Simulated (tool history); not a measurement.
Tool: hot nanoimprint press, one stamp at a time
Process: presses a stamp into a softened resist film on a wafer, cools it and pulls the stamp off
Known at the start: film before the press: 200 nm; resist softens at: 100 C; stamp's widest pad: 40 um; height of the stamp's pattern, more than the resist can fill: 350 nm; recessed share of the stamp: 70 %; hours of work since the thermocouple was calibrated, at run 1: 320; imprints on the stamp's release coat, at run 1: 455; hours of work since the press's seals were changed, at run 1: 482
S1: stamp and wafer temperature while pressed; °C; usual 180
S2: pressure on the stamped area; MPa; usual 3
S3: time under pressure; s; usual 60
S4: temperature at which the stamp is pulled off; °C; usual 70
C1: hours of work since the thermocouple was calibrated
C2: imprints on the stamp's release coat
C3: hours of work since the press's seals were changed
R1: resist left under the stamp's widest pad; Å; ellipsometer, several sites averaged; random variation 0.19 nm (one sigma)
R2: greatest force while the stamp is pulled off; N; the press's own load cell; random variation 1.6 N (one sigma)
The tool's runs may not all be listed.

run,hour,S1,S2,S3,S4,C1,C2,C3,R1,R2
1,0,180,3,60,70,320,455,482,1094,212
# hour 42.1: stamp cleaned and given a new release coat
2,57.6,173,3,60,70,360,81,521,1339,212
3,101,173,3,60,70,393,309,554,1339,210
4,143.7,173,3,60,70,426,534,587,1340,210
# hour 170.4: stamp cleaned and given a new release coat
5,182.3,183,3,60,70,451,63,612,1004,211
# hour 189: plate thermocouple calibrated
6,211.8,183,3,60,70,17,202,632,1008,209
7,262.2,183,3,60,70,56,467,671,1003,212
# hour 300.9: stamp cleaned and given a new release coat
8,321.9,183,3,60,70,97,110,712,1007,209
9,362.2,183,3,60,70,128,322,743,1007,208
10,408.9,183,2.08,60,64,164,567,779,1215,249
# hour 431.5: stamp cleaned and given a new release coat
11,454.5,180,4.28,78,70,194,121,809,832,212
12,493.7,180,4.28,78,70,224,327,839,835,211
13,534.9,180,3,60,76,256,544,871,1105,173
# hour 562.4: stamp cleaned and given a new release coat
14,568.9,171,2.19,63,65,277,35,892,1577,241
15,606.6,176,3,60,73,306,232,921,1242,193
16,635,180,3,91,70,328,382,943,977,210
17,682.2,188,3,82,61,364,629,979,788,264

Measured less the same run without the tool's hidden state. The same run-to-run variation is in both; the gauge's scatter may not be:
The hidden state here: true temperature over the reading, C; pressure that arrives at the usual setting, %; grip of the stamp's worn release coat, % over a new coat's; drift of the gauge itself on residual_nm, %; drift of the gauge itself on pull_off_n, %.
run,R1
1,+0
2,+1
3,+1
4,+2
5,+2
6,+4
7,+5
8,+6
9,+7
10,+9
11,+7
12,+7
13,+11
14,+15
15,+13
16,+11
17,+10
R2: within 1 N of the measured result in every run.
